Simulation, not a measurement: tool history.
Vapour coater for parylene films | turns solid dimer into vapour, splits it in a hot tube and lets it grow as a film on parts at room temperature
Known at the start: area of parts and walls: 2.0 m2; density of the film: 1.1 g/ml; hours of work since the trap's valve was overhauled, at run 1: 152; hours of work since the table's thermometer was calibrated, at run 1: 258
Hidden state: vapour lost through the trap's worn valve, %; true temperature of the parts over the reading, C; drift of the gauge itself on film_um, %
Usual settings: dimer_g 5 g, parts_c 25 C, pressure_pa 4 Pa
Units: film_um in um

run     day  dimer_g  parts_c  pressure_pa  hours of work since the trap's valve was overhauled  hours of work since the table's thermometer was calibrated  film_um
  1       0        5       25            4                                                  152                                                         258     1.81
  2   1.775        5       25            4                                                  177                                                         284     1.81
  3   3.054        5       25            4                                                  195                                                         302     1.78
  4    4.85        5       25            4                                                  221                                                         327     1.81
  5   5.912        5       25            4                                                  236                                                         342     1.78
  6   6.725        5       25            4                                                  247                                                         354     1.78
  7   7.912        5       25            4                                                  264                                                         371     1.74
  8   9.088        5       25            4                                                  281                                                         387     1.82
  9  10.588        5       25         9.95                                                  302                                                         409     1.37
 10  12.067        7       25         9.95                                                  323                                                         430     1.94
 11   12.85        7       25         9.95                                                  334                                                         441     1.95
 12  13.679        7       25         9.95                                                  346                                                         453     1.95
 13  15.346        7       25         9.95                                                  370                                                         476     1.94
 14  16.154        7       25         9.95                                                  381                                                         488     1.92
 15  17.546        7       25            4                                                  401                                                         508     2.43
 16  18.421        5       25            4                                                  414                                                         520     1.71
 17  19.642        5       21         3.47                                                  431                                                         537     2.02
 18  21.229        2       17         3.37                                                  454                                                         560     0.81
 19  22.012        5       34            4                                                  465                                                         571      1.1
 20  23.388        5       34            4                                                  484                                                         591     1.09
 21  24.175        2       26         6.46                                                  495                                                         602     0.61
 22  25.033        3       25         4.37                                                  508                                                         614     0.96
 23  26.154        7       22         4.58                                                  524                                                         630     2.62
 24   27.05        7       22         4.03                                                  536                                                         643     2.69
 25  28.846        7       22         4.03                                                  562                                                         668     2.73
 26    29.7        5       21         8.26                                                  574                                                         680     1.71
 27  30.954        6       28            4                                                  592                                                         698     1.73
 28  31.792        5       36         8.87                                                  604                                                         710     0.76
 29  33.446        5       36         8.87                                                  627                                                         734     0.77
 30   34.65        5       36         8.76                                                  644                                                         751     0.78
 31  35.467        5       26          4.6                                                  656                                                         762     1.47

4 ways to go on from here, each from the tool as it stands after run 31. What would each give?
  A  36.725        7       25            4                                                  674                                                         780        ?
  B  36.725        5       22         2.72                                                  674                                                         780        ?
  C  36.725        5       33         4.46                                                  674                                                         780        ?
  D  36.725        5       25         8.41                                                  674                                                         780        ?

run  film_um
  A     2.26
  B     1.89
  C     1.06
  D     1.35
Without the tool's hidden state the same runs would have given:
run  film_um
  A      2.6
  B     2.21
  C     1.22
  D     1.55

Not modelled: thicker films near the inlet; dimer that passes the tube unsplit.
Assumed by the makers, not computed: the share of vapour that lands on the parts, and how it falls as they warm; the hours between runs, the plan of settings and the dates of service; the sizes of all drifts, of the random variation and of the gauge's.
